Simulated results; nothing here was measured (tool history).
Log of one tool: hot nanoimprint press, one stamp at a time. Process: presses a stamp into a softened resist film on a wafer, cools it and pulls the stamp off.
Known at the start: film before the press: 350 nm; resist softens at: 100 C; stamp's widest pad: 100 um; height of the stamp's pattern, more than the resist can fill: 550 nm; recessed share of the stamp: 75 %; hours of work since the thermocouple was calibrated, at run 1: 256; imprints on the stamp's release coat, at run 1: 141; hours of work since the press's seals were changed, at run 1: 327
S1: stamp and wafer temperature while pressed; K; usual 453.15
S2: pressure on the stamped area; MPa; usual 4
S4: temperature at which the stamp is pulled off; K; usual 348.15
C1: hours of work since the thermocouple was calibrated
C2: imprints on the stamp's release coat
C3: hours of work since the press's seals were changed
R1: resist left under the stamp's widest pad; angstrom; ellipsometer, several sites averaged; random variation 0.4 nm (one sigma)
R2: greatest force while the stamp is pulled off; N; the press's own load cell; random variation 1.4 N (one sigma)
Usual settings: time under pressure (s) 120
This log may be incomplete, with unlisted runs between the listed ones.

Run 1, hour 0: usual settings; C1 256; C2 141; C3 327. Result: R1 1652 angstrom, R2 119 N.
Run 2, hour 56.2: usual settings but S2 2.4 MPa; C1 298; C2 471; C3 370. Result: R1 2109 angstrom, R2 125 N.
At hour 113.5: stamp cleaned and given a new release coat.
Run 3, hour 113.5: usual settings but S2 2.4 MPa; C1 337; C2 0; C3 408. Result: R1 2108 angstrom, R2 117 N.
At hour 142.6: plate thermocouple calibrated.
Run 4, hour 210.1: usual settings but S2 2.4 MPa; C1 51; C2 549; C3 479. Result: R1 2085 angstrom, R2 126 N.
At hour 249.7: stamp cleaned and given a new release coat.
Run 5, hour 284.9: usual settings but time under pressure (s) 193; C1 103; C2 206; C3 530. Result: R1 1375 angstrom, R2 120 N.
At hour 309.2: plate thermocouple calibrated, once more.
Run 6, hour 345.6: usual settings; C1 27; C2 545; C3 574. Result: R1 1687 angstrom, R2 129 N.
At hour 386.3: stamp cleaned and given a new release coat.
Run 7, hour 439.3: usual settings; C1 93; C2 311; C3 640. Result: R1 1677 angstrom, R2 121 N.
At hour 525.4: stamp cleaned and given a new release coat.
Run 8, hour 535.6: usual settings; C1 161; C2 60; C3 708. Result: R1 1675 angstrom, R2 116 N.
Run 9, hour 611.4: usual settings but S2 2.48 MPa; C1 218; C2 504; C3 764. Result: R1 2094 angstrom, R2 126 N.
Run 10, hour 649.7: usual settings; C1 247; C2 729; C3 793. Result: R1 1668 angstrom, R2 131 N.
At hour 660.5: stamp cleaned and given a new release coat.
Run 11, hour 724.2: usual settings; C1 298; C2 373; C3 845. Result: R1 1662 angstrom, R2 122 N.
At hour 777.3: press's hydraulic seals changed and the load cell set to zero.
At hour 803.1: stamp cleaned and given a new release coat.
Run 12, hour 803.1: usual settings; C1 347; C2 0; C3 15. Result: R1 1628 angstrom, R2 115 N.
At hour 820.4: plate thermocouple calibrated.
Run 13, hour 889.2: usual settings but S1 464.15 K; C1 52; C2 487; C3 77. Result: R1 1175 angstrom, R2 126 N.
At hour 944.2: stamp cleaned and given a new release coat.
Run 14, hour 956.2: usual settings but S1 464.15 K, S4 339.15 K; C1 98; C2 70; C3 123. Result: R1 1169 angstrom, R2 126 N.
Run 15, hour 1037: usual settings but time under pressure (s) 201, S4 341.15 K; C1 158; C2 544; C3 184. Result: R1 1387 angstrom, R2 136 N.
At hour 1084.9: stamp cleaned and given a new release coat.
Run 16, hour 1118: usual settings but time under pressure (s) 201, S4 341.15 K; C1 215; C2 194; C3 240. Result: R1 1385 angstrom, R2 124 N.
Run 17, hour 1202.9: usual settings but S1 452.15 K, time under pressure (s) 97; C1 279; C2 692; C3 304. Result: R1 1826 angstrom, R2 128 N.
At hour 1225.1: stamp cleaned and given a new release coat.
Run 18, hour 1278: usual settings but S4 337.15 K; C1 331; C2 310; C3 356. Result: R1 1644 angstrom, R2 132 N.
At hour 1317.7: plate thermocouple calibrated.
Run 19, hour 1322.8: usual settings but S1 452.15 K, S2 4.64 MPa, S4 350.15 K; C1 4; C2 555; C3 388. Result: R1 1637 angstrom, R2 127 N.
At hour 1363.5: stamp cleaned and given a new release coat.
Run 20, hour 1387.6: usual settings but S2 4.64 MPa, S4 349.15 K; C1 48; C2 142; C3 432. Result: R1 1585 angstrom, R2 119 N.
Run 21, hour 1441.5: usual settings but S2 4.64 MPa, S4 349.15 K; C1 89; C2 458; C3 472. Result: R1 1575 angstrom, R2 126 N.
Run 22, hour 1480.6: usual settings but S1 458.15 K, time under pressure (s) 65; C1 118; C2 687; C3 502. Result: R1 1778 angstrom, R2 130 N.
At hour 1496.8: stamp cleaned and given a new release coat.
Run 23, hour 1547: usual settings but S1 458.15 K, time under pressure (s) 162; C1 163; C2 294; C3 547. Result: R1 1299 angstrom, R2 123 N.
Run 24, hour 1605.8: usual settings but S1 458.15 K, time under pressure (s) 162; C1 208; C2 640; C3 591. Result: R1 1298 angstrom, R2 130 N.
At hour 1630: stamp cleaned and given a new release coat.
Run 25, hour 1670: usual settings but S1 461.15 K, S2 4.23 MPa, time under pressure (s) 160, S4 350.15 K; C1 251; C2 235; C3 635. Result: R1 1141 angstrom, R2 120 N.
Run 26, hour 1718.6: usual settings but S1 461.15 K, S2 4.23 MPa, time under pressure (s) 160, S4 350.15 K; C1 288; C2 519; C3 672. Result: R1 1138 angstrom, R2 127 N.
At hour 1765.9: stamp cleaned and given a new release coat.
Run 27, hour 1781.1: usual settings but S1 461.15 K, S2 4.23 MPa, time under pressure (s) 91, S4 350.15 K; C1 330; C2 89; C3 714. Result: R1 1397 angstrom, R2 115 N.

For some of the steps in R1 from one run to the next: how much would appear even if the tool had no hidden state, given the settings, what came in and random variation, and how much remains for the hidden state plus any gauge scatter that the measured result and the result without hidden state don't share?
Hidden conditions of the tool in this case: true temperature over the reading, C; pressure that arrives at the usual setting, %; grip of the stamp's worn release coat, % over a new coat's; drift of the gauge itself on residual_nm, %; drift of the gauge itself on pull_off_n, %.
Run 4 -> 5: S2 2.4 -> 4, time under pressure (s) 120 -> 193, stamp cleaned and given a new release coat. R1 -710 angstrom: hidden state +15, all else -725.
Run 5 -> 6: time under pressure (s) 193 -> 120, plate thermocouple calibrated, once more. R1 +312 angstrom: hidden state +57, all else +255.
Run 18 -> 19: S1 453.15 -> 452.15, S2 4 -> 4.64, S4 337.15 -> 350.15, plate thermocouple calibrated. R1 -7 angstrom: hidden state +68, all else -75.
Run 22 -> 23: time under pressure (s) 65 -> 162, stamp cleaned and given a new release coat. R1 -479 angstrom: hidden state -7, all else -472.
